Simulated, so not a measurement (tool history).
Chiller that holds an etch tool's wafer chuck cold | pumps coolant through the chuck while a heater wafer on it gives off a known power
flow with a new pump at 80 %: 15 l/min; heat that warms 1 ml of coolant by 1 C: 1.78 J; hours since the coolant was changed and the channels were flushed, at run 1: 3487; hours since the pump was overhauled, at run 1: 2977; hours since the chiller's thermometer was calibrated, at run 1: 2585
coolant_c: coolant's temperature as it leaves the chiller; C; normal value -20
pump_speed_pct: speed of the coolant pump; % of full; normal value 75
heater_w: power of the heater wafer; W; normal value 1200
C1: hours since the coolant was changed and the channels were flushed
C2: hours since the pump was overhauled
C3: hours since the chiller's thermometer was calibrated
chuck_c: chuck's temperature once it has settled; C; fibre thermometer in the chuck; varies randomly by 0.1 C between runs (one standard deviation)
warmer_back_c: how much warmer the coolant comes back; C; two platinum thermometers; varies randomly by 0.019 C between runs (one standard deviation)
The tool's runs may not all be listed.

Run 1, day 0.000: usual settings; C1 3487; C2 2977; C3 2585. Result: chuck_c -11.4 C, warmer_back_c 2.95 C.
Run 2, day 2.075: usual settings; C1 3536; C2 3027; C3 2635. Result: chuck_c -11.4 C, warmer_back_c 2.97 C.
Run 3, day 4.096: usual settings but heater_w 902 W; C1 3585; C2 3075; C3 2683. Result: chuck_c -13.6 C, warmer_back_c 2.25 C.
Run 4, day 6.242: usual settings; C1 3636; C2 3127; C3 2734. Result: chuck_c -11.3 C, warmer_back_c 2.94 C.
Run 5, day 7.833: usual settings but heater_w 606 W; C1 3675; C2 3165; C3 2773. Result: chuck_c -15.9 C, warmer_back_c 1.52 C.
Run 6, day 10.288: usual settings but pump_speed_pct 90 % of full, heater_w 606 W; C1 3733; C2 3224; C3 2832. Result: chuck_c -16.5 C, warmer_back_c 1.23 C.
Run 7, day 13.550: usual settings but pump_speed_pct 90 % of full, heater_w 606 W; C1 3812; C2 3302; C3 2910. Result: chuck_c -16.3 C, warmer_back_c 1.24 C.
Run 8, day 15.575: usual settings but pump_speed_pct 90 % of full, heater_w 606 W; C1 3860; C2 3351; C3 2959. Result: chuck_c -16.4 C, warmer_back_c 1.21 C.
Run 9, day 18.521: usual settings but pump_speed_pct 90 % of full, heater_w 606 W; C1 3931; C2 3421; C3 3029. Result: chuck_c -16.4 C, warmer_back_c 1.25 C.
Run 10, day 20.242: usual settings but coolant_c -24 C, pump_speed_pct 90 % of full, heater_w 606 W; C1 3972; C2 3463; C3 3070. Result: chuck_c -20.3 C, warmer_back_c 1.24 C.
Run 11, day 23.392: usual settings; C1 4048; C2 3538; C3 3146. Result: chuck_c -11.1 C, warmer_back_c 2.94 C.
At day 23.700: chiller's thermometer calibrated.
Run 12, day 27.275: usual settings; C1 4140; C2 3631; C3 86. Result: chuck_c -11.1 C, warmer_back_c 2.93 C.
Run 13, day 29.400: usual settings; C1 4191; C2 3682; C3 137. Result: chuck_c -11.5 C, warmer_back_c 2.95 C.
Run 14, day 32.004: usual settings; C1 4254; C2 3744; C3 199. Result: chuck_c -11.5 C, warmer_back_c 2.97 C.
Run 15, day 35.192: usual settings but pump_speed_pct 72 % of full; C1 4330; C2 3821; C3 276. Result: chuck_c -11.2 C, warmer_back_c 3.10 C.
Run 16, day 36.783: usual settings but pump_speed_pct 72 % of full; C1 4368; C2 3859; C3 314. Result: chuck_c -11.1 C, warmer_back_c 3.14 C.
Run 17, day 40.258: usual settings but pump_speed_pct 95 % of full; C1 4452; C2 3942; C3 397. Result: chuck_c -12.9 C, warmer_back_c 2.31 C.
Run 18, day 43.342: usual settings but coolant_c -12 C, pump_speed_pct 80 % of full, heater_w 635 W; C1 4526; C2 4016; C3 471. Result: chuck_c -7.9 C, warmer_back_c 1.44 C.
At day 43.900: chiller's thermometer calibrated, once more.
At day 45.017: coolant changed, channels flushed.
Run 19, day 47.188: usual settings but coolant_c -12 C, pump_speed_pct 64 % of full, heater_w 635 W; C1 52; C2 4101; C3 73. Result: chuck_c -7.0 C, warmer_back_c 1.88 C.
Run 20, day 49.829: usual settings but coolant_c -12 C, pump_speed_pct 61 % of full, heater_w 658 W; C1 115; C2 4165; C3 136. Result: chuck_c -6.7 C, warmer_back_c 2.06 C.
Run 21, day 52.454: usual settings but pump_speed_pct 67 % of full, heater_w 855 W; C1 178; C2 4228; C3 199. Result: chuck_c -13.3 C, warmer_back_c 2.42 C.
Run 22, day 55.392: usual settings but pump_speed_pct 67 % of full, heater_w 855 W; C1 249; C2 4298; C3 270. Result: chuck_c -13.5 C, warmer_back_c 2.44 C.
Run 23, day 58.992: usual settings but coolant_c -11 C, pump_speed_pct 92 % of full; C1 335; C2 4385; C3 356. Result: chuck_c -3.7 C, warmer_back_c 2.43 C.
Run 24, day 62.704: usual settings but coolant_c -29 C, pump_speed_pct 66 % of full, heater_w 1080 W; C1 424; C2 4474; C3 445. Result: chuck_c -20.6 C, warmer_back_c 3.12 C.
Run 25, day 65.512: usual settings but pump_speed_pct 81 % of full, heater_w 904 W; C1 492; C2 4541; C3 513. Result: chuck_c -14.1 C, warmer_back_c 2.10 C.
Run 26, day 67.742: usual settings but coolant_c -29 C, pump_speed_pct 99 % of full, heater_w 1269 W; C1 545; C2 4595; C3 566. Result: chuck_c -21.9 C, warmer_back_c 2.37 C.
Run 27, day 71.388: usual settings but coolant_c -27 C, heater_w 794 W; C1 633; C2 4682; C3 654. Result: chuck_c -21.5 C, warmer_back_c 1.98 C.
Run 28, day 73.167: usual settings but coolant_c -29 C, pump_speed_pct 88 % of full, heater_w 1368 W; C1 676; C2 4725; C3 696. Result: chuck_c -20.5 C, warmer_back_c 2.88 C.

Run 29 comes next. What will it give?
Run 29, day 76.896: usual settings but coolant_c -16 C, pump_speed_pct 62 % of full, heater_w 744 W; C1 765; C2 4814; C3 786. Result: chuck_c ?, warmer_back_c ?.

chuck_c: -9.9 C
warmer_back_c: 2.29 C
With the hidden condition absent and the run-to-run variation left alone, this run would have shown chuck_c -10.3 C, warmer_back_c 2.20 C.

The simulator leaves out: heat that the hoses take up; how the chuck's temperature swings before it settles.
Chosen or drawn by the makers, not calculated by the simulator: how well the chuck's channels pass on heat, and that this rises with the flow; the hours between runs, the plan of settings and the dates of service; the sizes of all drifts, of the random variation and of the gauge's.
